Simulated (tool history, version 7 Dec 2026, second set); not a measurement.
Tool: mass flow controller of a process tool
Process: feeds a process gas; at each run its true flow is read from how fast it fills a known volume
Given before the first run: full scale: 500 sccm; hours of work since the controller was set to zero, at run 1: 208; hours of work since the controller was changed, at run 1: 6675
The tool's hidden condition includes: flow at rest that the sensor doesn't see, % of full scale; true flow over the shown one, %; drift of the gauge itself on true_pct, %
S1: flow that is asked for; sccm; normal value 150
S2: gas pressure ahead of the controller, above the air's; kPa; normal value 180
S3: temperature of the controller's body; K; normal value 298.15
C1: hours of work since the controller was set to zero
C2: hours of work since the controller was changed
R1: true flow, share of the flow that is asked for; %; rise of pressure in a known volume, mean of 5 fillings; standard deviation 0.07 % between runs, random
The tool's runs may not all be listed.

run,hour,S1,S2,S3,C1,C2,R1
1,0.0,150,180,298.15,208,6675,99.07
2,295.6,150,180,298.15,318,6786,98.94
3,553.8,150,198,298.15,414,6882,99.12
4,879.8,150,180,298.15,536,7004,98.98
5,1323.7,150,180,296.15,702,7169,98.70
6,1773.0,150,152,296.15,869,7337,98.54
7,2313.5,150,152,296.15,1071,7539,98.26
8,2821.9,150,152,296.15,1261,7728,98.33
9,3273.4,150,152,296.15,1429,7897,98.24
10,3541.0,150,152,296.15,1529,7997,98.21
# hour 3568.9: controller's zero set anew
11,4092.7,150,152,305.15,195,8203,98.00
# hour 4573.3: controller's zero set anew, once more
12,4600.1,124,152,294.15,10,8392,98.93
13,4966.3,124,152,294.15,147,8528,98.83
14,5365.7,124,152,294.15,296,8677,98.62
15,5597.2,150,178,298.15,382,8764,99.16
16,5891.5,117,193,297.15,492,8874,98.88
17,6360.6,227,174,297.15,667,9049,99.50
18,6775.8,227,174,297.15,822,9204,99.49
19,7163.2,227,174,297.15,966,9348,99.50
20,7684.8,150,224,303.15,1161,9543,99.29
21,7962.0,150,224,303.15,1265,9646,99.13
22,8228.2,150,231,302.15,1364,9746,99.24

Across each entry between runs, compare the hidden state at the last listed run before it with the hidden state at the first listed run after it:
Logged between run 10 and run 11: controller's zero set anew (hour 3568.9)
  flow at rest that the sensor doesn't see, % of full scale: -0.333 -> -0.501; true flow over the shown one, %: 1.33 -> 1.36
  the result without the hidden state subtracted from the measured one, R1: +0.22 -> -0.31 %
Logged between run 11 and run 12: controller's zero set anew, once more (hour 4573.3)
  flow at rest that the sensor doesn't see, % of full scale: -0.501 -> -0.046; true flow over the shown one, %: 1.36 -> 1.38
  the result without the hidden state subtracted from the measured one, R1: -0.31 -> +1.19 %
